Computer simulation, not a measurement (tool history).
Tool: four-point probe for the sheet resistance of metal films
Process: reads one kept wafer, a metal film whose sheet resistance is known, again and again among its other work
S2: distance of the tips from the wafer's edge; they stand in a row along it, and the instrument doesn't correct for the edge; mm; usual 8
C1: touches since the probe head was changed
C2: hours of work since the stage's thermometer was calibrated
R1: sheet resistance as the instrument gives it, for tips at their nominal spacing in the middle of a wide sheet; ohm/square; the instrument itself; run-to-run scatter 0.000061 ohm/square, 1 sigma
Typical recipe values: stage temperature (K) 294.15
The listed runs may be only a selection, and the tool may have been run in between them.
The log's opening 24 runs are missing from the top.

Run 25, hour 251.7: usual settings but stage temperature (K) 301.15, S2 7 mm; C1 61795; C2 514. Result: R1 0.307857 ohm/square.
Run 26, hour 268.9: usual settings but stage temperature (K) 302.15, S2 14 mm; C1 62821; C2 526. Result: R1 0.306915 ohm/square.
Run 27, hour 284.5: usual settings but stage temperature (K) 293.15, S2 10 mm; C1 63752; C2 538. Result: R1 0.306665 ohm/square.
Run 28, hour 298: usual settings but stage temperature (K) 297.15, S2 9 mm; C1 64553; C2 548. Result: R1 0.307092 ohm/square.
Run 29, hour 305.4: usual settings but stage temperature (K) 303.15, S2 13 mm; C1 64995; C2 553. Result: R1 0.307047 ohm/square.
Run 30, hour 322.1: usual settings but stage temperature (K) 303.15, S2 13 mm; C1 65992; C2 565. Result: R1 0.307091 ohm/square.
Run 31, hour 338.2: usual settings but stage temperature (K) 305.15, S2 4 mm; C1 66948; C2 577. Result: R1 0.31082 ohm/square.
Run 32, hour 351.5: usual settings but stage temperature (K) 303.15, S2 20 mm; C1 67744; C2 587. Result: R1 0.306886 ohm/square.
Run 33, hour 366.8: usual settings but stage temperature (K) 303.15, S2 63 mm; C1 68657; C2 598. Result: R1 0.306855 ohm/square.
Run 34, hour 374.4: usual settings but stage temperature (K) 304.15; C1 69105; C2 603. Result: R1 0.30787 ohm/square.

4 options for the next run, each taken on its own from the tool as it stands now. Forecast them:
Run A, hour 385.3: usual settings but stage temperature (K) 299.15, S2 53 mm; C1 69759; C2 611. Result: R1 ?.
Run B, hour 385.3: usual settings but stage temperature (K) 302.15, S2 19 mm; C1 69759; C2 611. Result: R1 ?.
Run C, hour 385.3: usual settings but stage temperature (K) 299.15, S2 58 mm; C1 69759; C2 611. Result: R1 ?.
Run D, hour 385.3: usual settings but stage temperature (K) 300.15, S2 17 mm; C1 69759; C2 611. Result: R1 ?.

run        R1
  A  0.306586
  B  0.306839
  C  0.306692
  D   0.30684
Without the tool's unlogged condition, the same runs would have read:
run        R1
  A   0.30384
  B  0.304092
  C  0.303945
  D  0.304092
